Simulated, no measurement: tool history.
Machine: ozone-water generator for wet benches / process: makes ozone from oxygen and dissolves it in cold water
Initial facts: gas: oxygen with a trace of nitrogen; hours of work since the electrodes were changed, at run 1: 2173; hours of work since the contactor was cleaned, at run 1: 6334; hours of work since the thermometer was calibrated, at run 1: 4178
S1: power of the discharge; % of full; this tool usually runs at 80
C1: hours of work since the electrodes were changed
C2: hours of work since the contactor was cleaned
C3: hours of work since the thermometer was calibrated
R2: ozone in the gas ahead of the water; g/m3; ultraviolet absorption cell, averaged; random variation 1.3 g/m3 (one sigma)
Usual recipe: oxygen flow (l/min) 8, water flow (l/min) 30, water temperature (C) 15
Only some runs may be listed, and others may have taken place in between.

run 1 hour=0 | S1=80 oxygen_flow_(l/min)=8 water_flow_(l/min)=30 water_temperature_(C)=15 | C1=2173 C2=6334 C3=4178 | dissolved_ozone_(ppm)=25.1 R2=238.2
run 2 hour=143 | S1=80 oxygen_flow_(l/min)=8 water_flow_(l/min)=30 water_temperature_(C)=15 | C1=2273 C2=6435 C3=4278 | dissolved_ozone_(ppm)=25.2 R2=235.5
run 3 hour=248 | S1=80 oxygen_flow_(l/min)=8 water_flow_(l/min)=30 water_temperature_(C)=15 | C1=2347 C2=6508 C3=4352 | dissolved_ozone_(ppm)=24.8 R2=234.6
run 4 hour=424 | S1=80 oxygen_flow_(l/min)=8 water_flow_(l/min)=30 water_temperature_(C)=15 | C1=2470 C2=6632 C3=4475 | dissolved_ozone_(ppm)=24.7 R2=233
run 5 hour=572.6 | S1=90 oxygen_flow_(l/min)=8 water_flow_(l/min)=30 water_temperature_(C)=15 | C1=2575 C2=6736 C3=4579 | dissolved_ozone_(ppm)=27.4 R2=257.6
run 6 hour=692.1 | S1=80 oxygen_flow_(l/min)=8 water_flow_(l/min)=30 water_temperature_(C)=15 | C1=2658 C2=6820 C3=4663 | dissolved_ozone_(ppm)=24.7 R2=233.8
-- hour=799.5 water thermometer calibrated
run 7 hour=864 | S1=80 oxygen_flow_(l/min)=8 water_flow_(l/min)=30 water_temperature_(C)=15 | C1=2779 C2=6940 C3=45 | dissolved_ozone_(ppm)=24.3 R2=232.9
run 8 hour=958.6 | S1=87 oxygen_flow_(l/min)=8 water_flow_(l/min)=30 water_temperature_(C)=15 | C1=2845 C2=7006 C3=112 | dissolved_ozone_(ppm)=25.9 R2=250.1
run 9 hour=1134.4 | S1=87 oxygen_flow_(l/min)=8 water_flow_(l/min)=30 water_temperature_(C)=15 | C1=2968 C2=7130 C3=235 | dissolved_ozone_(ppm)=26 R2=250.3
run 10 hour=1223.4 | S1=87 oxygen_flow_(l/min)=9.04 water_flow_(l/min)=30 water_temperature_(C)=15 | C1=3031 C2=7192 C3=297 | dissolved_ozone_(ppm)=26 R2=233.2
-- hour=1287.6 water thermometer calibrated, once more
-- hour=1309.1 contactor cleaned
run 11 hour=1354.5 | S1=80 oxygen_flow_(l/min)=8 water_flow_(l/min)=38 water_temperature_(C)=15 | C1=3120 C2=32 C3=44 | dissolved_ozone_(ppm)=20.9 R2=229.6
run 12 hour=1484.7 | S1=80 oxygen_flow_(l/min)=8 water_flow_(l/min)=30 water_temperature_(C)=15 | C1=3211 C2=123 C3=135 | dissolved_ozone_(ppm)=26.3 R2=234
run 13 hour=1588.5 | S1=80 oxygen_flow_(l/min)=8 water_flow_(l/min)=30 water_temperature_(C)=15 | C1=3284 C2=196 C3=208 | dissolved_ozone_(ppm)=26.3 R2=229.1
run 14 hour=1744.8 | S1=96 oxygen_flow_(l/min)=8 water_flow_(l/min)=30 water_temperature_(C)=15 | C1=3393 C2=306 C3=318 | dissolved_ozone_(ppm)=30.1 R2=267.7
run 15 hour=1827.8 | S1=96 oxygen_flow_(l/min)=8 water_flow_(l/min)=30 water_temperature_(C)=15 | C1=3451 C2=364 C3=376 | dissolved_ozone_(ppm)=30 R2=265.6
run 16 hour=2012.3 | S1=96 oxygen_flow_(l/min)=8 water_flow_(l/min)=30 water_temperature_(C)=15 | C1=3581 C2=493 C3=505 | dissolved_ozone_(ppm)=29.7 R2=262.9
run 17 hour=2152 | S1=96 oxygen_flow_(l/min)=8 water_flow_(l/min)=30 water_temperature_(C)=15 | C1=3679 C2=591 C3=603 | dissolved_ozone_(ppm)=29.6 R2=265.8
run 18 hour=2273 | S1=80 oxygen_flow_(l/min)=8.28 water_flow_(l/min)=30 water_temperature_(C)=9 | C1=3764 C2=676 C3=688 | dissolved_ozone_(ppm)=27.7 R2=224.4
run 19 hour=2440.3 | S1=80 oxygen_flow_(l/min)=8 water_flow_(l/min)=30 water_temperature_(C)=20 | C1=3881 C2=793 C3=806 | dissolved_ozone_(ppm)=23.8 R2=227.5
run 20 hour=2552.7 | S1=80 oxygen_flow_(l/min)=8 water_flow_(l/min)=47 water_temperature_(C)=20 | C1=3960 C2=872 C3=884 | dissolved_ozone_(ppm)=15.6 R2=226.4
run 21 hour=2713.1 | S1=80 oxygen_flow_(l/min)=8 water_flow_(l/min)=47 water_temperature_(C)=20 | C1=4072 C2=985 C3=997 | dissolved_ozone_(ppm)=15.4 R2=226.4
run 22 hour=2795.1 | S1=80 oxygen_flow_(l/min)=8 water_flow_(l/min)=18 water_temperature_(C)=15 | C1=4130 C2=1042 C3=1054 | dissolved_ozone_(ppm)=37.9 R2=224.5
run 23 hour=2953.3 | S1=80 oxygen_flow_(l/min)=8 water_flow_(l/min)=18 water_temperature_(C)=15 | C1=4241 C2=1153 C3=1165 | dissolved_ozone_(ppm)=37.7 R2=226
run 24 hour=3060.2 | S1=80 oxygen_flow_(l/min)=5.55 water_flow_(l/min)=18 water_temperature_(C)=15 | C1=4316 C2=1228 C3=1240 | dissolved_ozone_(ppm)=38 R2=276.6
run 25 hour=3153.9 | S1=80 oxygen_flow_(l/min)=5.73 water_flow_(l/min)=30 water_temperature_(C)=9 | C1=4382 C2=1294 C3=1306 | dissolved_ozone_(ppm)=26 R2=268.6
run 26 hour=3241.5 | S1=80 oxygen_flow_(l/min)=5.73 water_flow_(l/min)=30 water_temperature_(C)=9 | C1=4443 C2=1355 C3=1368 | dissolved_ozone_(ppm)=26.1 R2=269.4
run 27 hour=3335.3 | S1=80 oxygen_flow_(l/min)=5.73 water_flow_(l/min)=30 water_temperature_(C)=9 | C1=4509 C2=1421 C3=1433 | dissolved_ozone_(ppm)=25.7 R2=269.9
run 28 hour=3445.8 | S1=74 oxygen_flow_(l/min)=4.13 water_flow_(l/min)=36 water_temperature_(C)=9 | C1=4586 C2=1499 C3=1511 | dissolved_ozone_(ppm)=19.1 R2=304
run 29 hour=3549.8 | S1=93 oxygen_flow_(l/min)=13.89 water_flow_(l/min)=39 water_temperature_(C)=10 | C1=4659 C2=1572 C3=1584 | dissolved_ozone_(ppm)=23.8 R2=183
run 30 hour=3688.2 | S1=60 oxygen_flow_(l/min)=8.12 water_flow_(l/min)=30 water_temperature_(C)=15 | C1=4756 C2=1669 C3=1681 | dissolved_ozone_(ppm)=19.7 R2=176.2
run 31 hour=3811.5 | S1=51 oxygen_flow_(l/min)=12.45 water_flow_(l/min)=48 water_temperature_(C)=15 | C1=4843 C2=1755 C3=1767 | dissolved_ozone_(ppm)=11.4 R2=119
run 32 hour=3910.2 | S1=51 oxygen_flow_(l/min)=12.45 water_flow_(l/min)=48 water_temperature_(C)=15 | C1=4912 C2=1824 C3=1837 | dissolved_ozone_(ppm)=11.2 R2=121.5
run 33 hour=4086.5 | S1=78 oxygen_flow_(l/min)=8 water_flow_(l/min)=36 water_temperature_(C)=15 | C1=5036 C2=1948 C3=1960 | dissolved_ozone_(ppm)=20.2 R2=215.4

Some steps in dissolved ozone (ppm) between neighbouring runs. How much of each would the tool show without its hidden state too (settings, what came in, random variation), and how much is left for the hidden state, with any gauge scatter that isn't in both results?
Hidden conditions of the tool in this case: yield of the discharge, % of new electrodes'; contactor's efficiency, % of a clean one's; true water temperature over the reading, C; drift of the gauge itself on ozone_ppm, %; drift of the gauge itself on gas_g_m3, %.
Run 10 -> 11: S1 87 -> 80, oxygen flow (l/min) 9.04 -> 8, water flow (l/min) 30 -> 38, water thermometer calibrated, once more, contactor cleaned. dissolved ozone (ppm) -5.1: hidden state +2.7, all else -7.8.
Run 21 -> 22: water flow (l/min) 47 -> 18, water temperature (C) 20 -> 15. dissolved ozone (ppm) +22.5: hidden state -2.6, all else +25.1.
Run 24 -> 25: oxygen flow (l/min) 5.55 -> 5.73, water flow (l/min) 18 -> 30, water temperature (C) 15 -> 9. dissolved ozone (ppm) -12: hidden state +1.3, all else -13.3.
Run 32 -> 33: S1 51 -> 78, oxygen flow (l/min) 12.45 -> 8, water flow (l/min) 48 -> 36. dissolved ozone (ppm) +9: hidden state -2, all else +11.

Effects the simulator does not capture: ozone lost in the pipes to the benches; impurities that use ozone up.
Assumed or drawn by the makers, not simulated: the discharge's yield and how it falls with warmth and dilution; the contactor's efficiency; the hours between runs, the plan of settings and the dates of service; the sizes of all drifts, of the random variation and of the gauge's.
